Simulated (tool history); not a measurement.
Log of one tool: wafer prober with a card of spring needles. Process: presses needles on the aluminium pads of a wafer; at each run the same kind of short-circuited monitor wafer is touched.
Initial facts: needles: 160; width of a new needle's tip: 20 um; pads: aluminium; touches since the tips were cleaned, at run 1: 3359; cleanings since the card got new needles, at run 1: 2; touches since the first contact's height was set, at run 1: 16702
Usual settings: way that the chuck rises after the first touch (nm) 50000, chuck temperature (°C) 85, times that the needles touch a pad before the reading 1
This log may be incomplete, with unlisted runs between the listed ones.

run     day  way that the chuck rises after the first touch (nm)  chuck temperature (°C)  times that the needles touch a pad before the reading  touches since the tips were cleaned  cleanings since the card got new needles  touches since the first contact's height was set  resistance of one needle with its contact and lead (mohm)  way that a needle slides on the pad (nm)
  1   0.000                                                50000                      85                                                      1                                 3359                                         2                                             16702                                                        204                                     12920
      0.446  -- tips cleaned on abrasive film
      1.546  -- tips cleaned on abrasive film
  2   2.021                                                50000                      85                                                      1                                 2573                                         4                                             27594                                                        201                                     12830
      2.600  -- tips cleaned on abrasive film
      3.629  -- tips cleaned on abrasive film
  3   3.967                                                50000                      85                                                      1                                 1828                                         6                                             38065                                                        201                                     12810
      4.800  -- tips cleaned on abrasive film
  4   5.550                                                40000                      85                                                      1                                 4056                                         7                                             46610                                                        213                                     10150
      5.858  -- tips cleaned on abrasive film
      7.025  -- tips cleaned on abrasive film
  5   7.321                                                50000                      85                                                      1                                 1589                                         9                                             56134                                                        200                                     12700
      8.183  -- tips cleaned on abrasive film
      8.638  -- height of the first contact set anew
  6   8.967                                                50000                      85                                                      1                                 4155                                        10                                              1782                                                        200                                     12610
      9.304  -- tips cleaned on abrasive film
     10.321  -- tips cleaned on abrasive film
  7  10.450                                                50000                      85                                                      1                                  694                                        12                                              9767                                                        198                                     12550
     11.325  -- tips cleaned on abrasive film
  8  12.133                                                50000                      85                                                      1                                 4359                                        13                                             18843                                                        209                                     12490
     12.383  -- tips cleaned on abrasive film
     13.458  -- tips cleaned on abrasive film
     14.488  -- tips cleaned on abrasive film
  9  14.488                                                50000                      85                                                      1                                    0                                        16                                             31519                                                        196                                     12410
     15.538  -- tips cleaned on abrasive film
     16.662  -- tips cleaned on abrasive film
 10  16.912                                                50000                      85                                                      1                                 1368                                        18                                             44587                                                        198                                     12370
     17.721  -- tips cleaned on abrasive film
     18.729  -- tips cleaned on abrasive film
 11  19.167                                                50000                      85                                                      1                                 2361                                        20                                             56723                                                        200                                     12290
     19.658  -- height of the first contact set anew, once more
     19.850  -- tips cleaned on abrasive film
     21.012  -- tips cleaned on abrasive film
 12  21.317                                                50000                      85                                                      2                                 1626                                        22                                              8919                                                        197                                     12910
     22.150  -- tips cleaned on abrasive film
 13  22.421                                                50000                      85                                                      2                                 1477                                        23                                             14886                                                        199                                     12860
     23.188  -- tips cleaned on abrasive film
     24.254  -- tips cleaned on abrasive film
 14  24.275                                                59000                      59                                                      2                                  114                                        25                                             24861                                                        186                                     15180
     25.304  -- tips cleaned on abrasive film
 15  25.633                                                59000                      59                                                      2                                 1797                                        26                                             32191                                                        189                                     15120
     26.325  -- tips cleaned on abrasive film
     27.467  -- tips cleaned on abrasive film
 16  27.504                                                50000                      81                                                      2                                  185                                        28                                             42245                                                        191                                     12730
     28.546  -- tips cleaned on abrasive film
     29.658  -- tips cleaned on abrasive film
 17  29.821                                                66000                      27                                                      2                                  869                                        30                                             54733                                                        180                                     16870
     30.729  -- tips cleaned on abrasive film
 18  31.100                                                66000                      27                                                      2                                 2003                                        31                                             61631                                                        182                                     16780
     31.462  -- height of the first contact set anew
     31.808  -- tips cleaned on abrasive film
     32.833  -- tips cleaned on abrasive film
 19  33.271                                                50000                      85                                                      1                                 2362                                        33                                              9746                                                        200                                     12900
     33.879  -- tips cleaned on abrasive film
     35.062  -- tips cleaned on abrasive film
 20  35.442                                                55000                      85                                                      1                                 2046                                        35                                             21426                                                        199                                     14140
     36.204  -- tips cleaned on abrasive film
     37.308  -- tips cleaned on abrasive film
 21  37.308                                                50000                      44                                                      2                                    0                                        37                                             31494                                                        186                                     12770
     38.342  -- tips cleaned on abrasive film
 22  38.804                                                32000                      85                                                      1                                 2488                                        38                                             39544                                                        221                                      8100
     39.412  -- tips cleaned on abrasive film
 23  40.062                                                64000                      85                                                      2                                 3499                                        39                                             46329                                                        193                                     16370
     40.433  -- tips cleaned on abrasive film
     41.504  -- tips cleaned on abrasive film
 24  41.867                                                30000                      67                                                      1                                 1962                                        41                                             56046                                                        217                                      7510
     42.604  -- tips cleaned on abrasive film
     43.325  -- height of the first contact set anew
 25  43.596                                                30000                      67                                                      1                                 5314                                        42                                              1484                                                        239                                      7760
     43.833  -- tips cleaned on abrasive film
     44.838  -- tips cleaned on abrasive film
 26  45.775                                                59000                      42                                                      1                                 5073                                        44                                             13206                                                        198                                     15210

Branching from run 26: 4 alternative next runs. What would each branch give?
     45.925  -- tips cleaned on abrasive film
     47.062  -- tips cleaned on abrasive film
  A  47.517                                                50000                      42                                                      2                                 2458                                        46                                             22584                                                          ?                                         ?
     45.925  -- tips cleaned on abrasive film
     47.062  -- tips cleaned on abrasive film
  B  47.517                                                38000                      42                                                      1                                 2458                                        46                                             22584                                                          ?                                         ?
     45.925  -- tips cleaned on abrasive film
     47.062  -- tips cleaned on abrasive film
  C  47.517                                                31000                     125                                                      2                                 2458                                        46                                             22584                                                          ?                                         ?
     45.925  -- tips cleaned on abrasive film
     47.062  -- tips cleaned on abrasive film
  D  47.517                                                59000                      27                                                      2                                 2458                                        46                                             22584                                                          ?                                         ?

run  resistance of one needle with its contact and lead (mohm)  way that a needle slides on the pad (nm)
  A                                                        191                                     12830
  B                                                        208                                      9730
  C                                                        224                                      7910
  D                                                        182                                     15170
Without the tool's hidden state the same runs would have given:
run  resistance of one needle with its contact and lead (mohm)  way that a needle slides on the pad (nm)
  A                                                        184                                     12930
  B                                                        188                                      9830
  C                                                        208                                      8010
  D                                                        177                                     15260
